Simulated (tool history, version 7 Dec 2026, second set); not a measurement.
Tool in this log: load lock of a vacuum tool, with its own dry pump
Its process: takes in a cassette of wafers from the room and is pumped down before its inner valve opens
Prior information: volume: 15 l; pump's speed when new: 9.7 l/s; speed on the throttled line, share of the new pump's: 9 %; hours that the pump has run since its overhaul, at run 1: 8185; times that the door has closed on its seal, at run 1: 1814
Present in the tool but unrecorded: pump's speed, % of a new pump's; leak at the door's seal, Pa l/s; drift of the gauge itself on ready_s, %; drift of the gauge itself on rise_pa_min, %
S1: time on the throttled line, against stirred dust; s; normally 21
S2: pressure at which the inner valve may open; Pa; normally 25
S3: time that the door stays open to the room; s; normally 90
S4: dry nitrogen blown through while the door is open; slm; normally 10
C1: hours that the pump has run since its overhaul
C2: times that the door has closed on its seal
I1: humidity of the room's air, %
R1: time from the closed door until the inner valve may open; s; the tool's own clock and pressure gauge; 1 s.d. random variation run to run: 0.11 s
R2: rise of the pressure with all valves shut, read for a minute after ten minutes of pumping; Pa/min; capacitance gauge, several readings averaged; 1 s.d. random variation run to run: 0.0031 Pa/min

run    hour  S1  S2   S3  S4     C1     C2    I1    R1     R2
  1     0.0  21  25   90  10   8185   1814  43.7  32.1  0.069
  2   372.3  21  48   90  10   8557   3517  48.3  31.1  0.074
  3   680.1  21  48   90  10   8865   4924  46.9  30.8  0.078
  4  1036.1  21  19   90  10   9221   6553  48.5  32.4  0.076
  5  1579.4  21  25   90  10   9764   9038  42.9  32.1  0.067
  6  2064.1  21  25   90  10  10249  11255  42.7  32.0  0.070
  7  2611.2  21  25   90  10  10796  13757  46.0  32.1  0.071
  8  3163.1  12  25   90   6  11348  16281  44.8  23.9  0.080
  9  3835.5  12  25   90   6  12020  19356  44.0  23.7  0.085
 10  4322.4  21  25   43  31  12507  21583  47.7  32.1  0.045
 11  4775.5  25  25   56  10  12961  23656  44.9  35.8  0.059
 12  5100.3  25  25   56  10  13285  25141  44.1  35.9  0.057
 13  5447.9  38  34  105  32  13633  26731  46.0  47.1  0.051
 14  6129.1  11  21   80  15  14314  29847  44.0  23.1  0.059

Alternative continuations, all from the tool just after run 14; predict every row:
  A  6625.9  38  25  90   7  14811  32119  43.8   ?   ?
  B  6625.9  18  21  80  23  14811  32119  47.9   ?   ?
  C  6625.9  19  18  80  17  14811  32119  45.5   ?   ?
  D  6625.9  21  25  37  10  14811  32119  42.9   ?   ?
  E  6625.9  21  21  90   9  14811  32119  46.7   ?   ?

run    R1     R2
  A  47.5  0.082
  B  29.5  0.053
  C  30.9  0.065
  D  32.3  0.052
  E  32.4  0.080
The same runs, with their run-to-run variation unchanged, on a tool lacking any hidden condition would have given:
run    R1     R2
  A  47.5  0.081
  B  29.5  0.053
  C  30.9  0.064
  D  32.3  0.051
  E  32.4  0.079
